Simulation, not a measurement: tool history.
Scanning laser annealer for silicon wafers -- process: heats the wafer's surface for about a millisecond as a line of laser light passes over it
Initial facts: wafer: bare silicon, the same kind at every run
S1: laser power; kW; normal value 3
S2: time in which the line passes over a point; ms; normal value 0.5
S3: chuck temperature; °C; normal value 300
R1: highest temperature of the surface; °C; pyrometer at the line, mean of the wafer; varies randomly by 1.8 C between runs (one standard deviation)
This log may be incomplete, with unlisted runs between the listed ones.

run  hour     S1     S2   S3    R1
  1     0      3    0.5  300  1037
  2   8.5      3    0.5  300  1039
  3  16.2      3    0.5  300  1038
  4    24      3    0.5  300  1042
  5  31.7      3    0.5  300  1040
  6  36.3  3.135    0.5  300  1076
  7    46      3    0.5  273  1012
  8  51.4      3    0.5  273  1010
  9  62.6  2.644   0.55  316   983
 10  70.7  2.667  0.514  290   941
 11  77.8  2.667  0.514  290   942
 12  84.1  3.296  0.546  319  1177
 13  91.1  3.296  0.546  319  1177

Below are 3 alternative next runs, each starting from the tool's condition after run 13. Predict each:
  A  97.5  3.296  0.546  319   ?
  B  97.5      3  0.379  333   ?
  C  97.5  3.296  0.437  319   ?

run    R1
  A  1177
  B   972
  C  1089
The same runs, with their run-to-run variation unchanged, on a tool lacking any hidden condition would have given:
run    R1
  A  1209
  B   996
  C  1117
